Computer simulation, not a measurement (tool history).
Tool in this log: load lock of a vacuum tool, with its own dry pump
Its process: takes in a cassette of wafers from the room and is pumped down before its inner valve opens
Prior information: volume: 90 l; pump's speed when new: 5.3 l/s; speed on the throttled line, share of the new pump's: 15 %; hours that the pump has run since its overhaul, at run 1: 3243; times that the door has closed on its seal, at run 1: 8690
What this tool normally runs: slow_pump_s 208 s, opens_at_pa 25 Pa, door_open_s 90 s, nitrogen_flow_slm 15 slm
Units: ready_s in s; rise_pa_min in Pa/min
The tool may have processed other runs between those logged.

run,hour,slow_pump_s,opens_at_pa,door_open_s,nitrogen_flow_slm,hours that the pump has run since its overhaul,times that the door has closed on its seal,"incoming humidity of the room's air, %",ready_s,rise_pa_min
1,0,208,25,90,15,3243,8690,50.6,324,0.096
2,66.4,208,31,90,15,3309,8877,43.4,319.1,0.089
3,154.7,208,31,90,15,3398,9126,46.9,318.3,0.098
4,254,208,31,90,15,3497,9405,42.3,317,0.09
5,338.2,208,25,28,15,3581,9643,47.9,326.1,0.073
6,419.5,208,25,28,15,3662,9872,45.1,323.4,0.081
7,529.3,208,25,28,15,3772,10181,45.1,324.6,0.08
8,629.7,208,25,193,15,3873,10464,44.6,323.5,0.128
9,703.1,208,25,193,15,3946,10671,46.8,324.6,0.134
10,779,208,25,193,15,4022,10885,44.3,324.3,0.132
11,884.6,208,25,90,15,4128,11182,48.9,322.4,0.116
12,973.5,208,27,90,15,4216,11433,42.5,322.2,0.104
13,1070.2,208,27,90,15,4313,11705,44,322.9,0.11
14,1130.9,208,27,90,15,4374,11876,42,323,0.112
15,1244.6,208,27,90,15,4488,12197,43.2,321.9,0.111
16,1358.2,208,25,90,14,4601,12517,45.3,325.7,0.116
17,1447.9,347,27,40,4,4691,12769,46.7,444.6,0.119
18,1539.3,347,27,40,4,4782,13027,45.7,437.1,0.111
19,1592.9,347,27,82,15,4836,13178,46.5,438.8,0.128
20,1681.3,347,26,30,26,4924,13427,47.2,437.3,0.098
21,1740.6,347,26,30,26,4984,13594,45.4,436.3,0.094
22,1808.2,347,26,30,26,5051,13785,44.9,443.4,0.1
23,1864.9,208,19,90,15,5108,13944,44.1,328.6,0.13
24,1966.5,208,25,90,15,5210,14231,43.7,328.1,0.128
25,2071.5,295,25,174,15,5314,14527,45.7,398.8,0.155
26,2150.4,104,25,90,15,5393,14749,46.6,239,0.139
27,2235.3,104,25,90,15,5478,14988,43.7,240.3,0.132
28,2357.1,104,25,90,15,5600,15331,47.4,241.2,0.144
29,2413.9,240,45,167,7,5657,15491,42.7,341,0.175
30,2490.1,240,45,167,7,5733,15706,45.2,339.7,0.186
31,2599,240,34,167,7,5842,16013,47.1,345.4,0.186

Consider 5 possible next runs. They are alternatives, not a sequence: every one starts from the tool as it was left by run 31. What does each give?
A,2686.7,208,49,90,13,5930,16260,41.3,?,?
B,2686.7,317,25,187,32,5930,16260,47.2,?,?
C,2686.7,240,34,167,23,5930,16260,46.1,?,?
D,2686.7,208,38,90,15,5930,16260,46.6,?,?
E,2686.7,204,25,174,9,5930,16260,44.1,?,?

run,ready_s,rise_pa_min
A,311.1,0.14
B,420.5,0.155
C,345.1,0.16
D,318.6,0.15
E,322.9,0.183
The same runs, with their run-to-run variation unchanged, on a tool lacking any hidden condition would have given:
run,ready_s,rise_pa_min
A,304.4,0.04
B,414.1,0.054
C,338.3,0.058
D,311.5,0.05
E,315.3,0.082
